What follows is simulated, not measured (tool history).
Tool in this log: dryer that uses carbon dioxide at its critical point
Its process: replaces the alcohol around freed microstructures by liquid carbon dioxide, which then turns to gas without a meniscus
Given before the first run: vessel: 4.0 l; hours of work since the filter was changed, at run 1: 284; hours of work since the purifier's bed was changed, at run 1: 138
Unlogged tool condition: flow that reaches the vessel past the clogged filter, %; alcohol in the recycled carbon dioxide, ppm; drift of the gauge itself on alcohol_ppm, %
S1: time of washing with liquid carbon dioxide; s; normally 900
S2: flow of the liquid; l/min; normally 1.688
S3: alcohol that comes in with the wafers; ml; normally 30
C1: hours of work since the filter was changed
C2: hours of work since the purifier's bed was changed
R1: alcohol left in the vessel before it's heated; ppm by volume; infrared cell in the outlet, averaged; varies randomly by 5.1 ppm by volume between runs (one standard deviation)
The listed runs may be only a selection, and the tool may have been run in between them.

Run 1, hour 0.0: usual settings; C1 284; C2 138. Result: R1 128 ppm by volume.
Run 2, hour 7.4: usual settings; C1 287; C2 141. Result: R1 139 ppm by volume.
Run 3, hour 15.4: usual settings; C1 290; C2 145. Result: R1 134 ppm by volume.
Run 4, hour 22.5: usual settings but S3 120 ml; C1 293; C2 148. Result: R1 324 ppm by volume.
Run 5, hour 29.6: usual settings but S3 120 ml; C1 296; C2 151. Result: R1 329 ppm by volume.
Run 6, hour 40.8: usual settings but S3 49 ml; C1 301; C2 155. Result: R1 181 ppm by volume.
Run 7, hour 54.0: usual settings but S3 49 ml; C1 307; C2 161. Result: R1 186 ppm by volume.
Run 8, hour 59.8: usual settings but S3 49 ml; C1 309; C2 163. Result: R1 199 ppm by volume.
Run 9, hour 72.6: usual settings but S3 49 ml; C1 314; C2 169. Result: R1 187 ppm by volume.
Run 10, hour 85.6: usual settings but S1 1140 s, S3 49 ml; C1 320; C2 174. Result: R1 107 ppm by volume.
Run 11, hour 94.4: usual settings but S1 1140 s, S3 49 ml; C1 324; C2 178. Result: R1 107 ppm by volume.
Run 12, hour 105.9: usual settings but S1 1380 s, S2 1.370 l/min, S3 29 ml; C1 328; C2 183. Result: R1 109 ppm by volume.
Run 13, hour 116.3: usual settings but S1 1260 s, S3 51 ml; C1 333; C2 187. Result: R1 85 ppm by volume.
Run 14, hour 124.6: usual settings but S1 1380 s, S2 1.170 l/min, S3 87 ml; C1 336; C2 191. Result: R1 256 ppm by volume.
Run 15, hour 132.9: usual settings but S1 540 s; C1 340; C2 194. Result: R1 542 ppm by volume.
Run 16, hour 144.3: usual settings but S1 540 s, S2 1.420 l/min; C1 345; C2 199. Result: R1 842 ppm by volume.
Run 17, hour 152.7: usual settings but S1 1080 s, S2 2.120 l/min; C1 348; C2 202. Result: R1 98 ppm by volume.
Run 18, hour 166.4: usual settings but S1 1080 s, S2 2.120 l/min; C1 354; C2 208. Result: R1 104 ppm by volume.

Below, some changes in R1 between adjacent runs. For each, the amount present without the hidden state too (settings, incoming material, random variation) and the amount remaining for the hidden state with gauge scatter not shared by both compared results:
Run 16 -> 17: S1 540 -> 1080, S2 1.420 -> 2.120. R1 -744 ppm by volume: hidden state -106, all else -638.

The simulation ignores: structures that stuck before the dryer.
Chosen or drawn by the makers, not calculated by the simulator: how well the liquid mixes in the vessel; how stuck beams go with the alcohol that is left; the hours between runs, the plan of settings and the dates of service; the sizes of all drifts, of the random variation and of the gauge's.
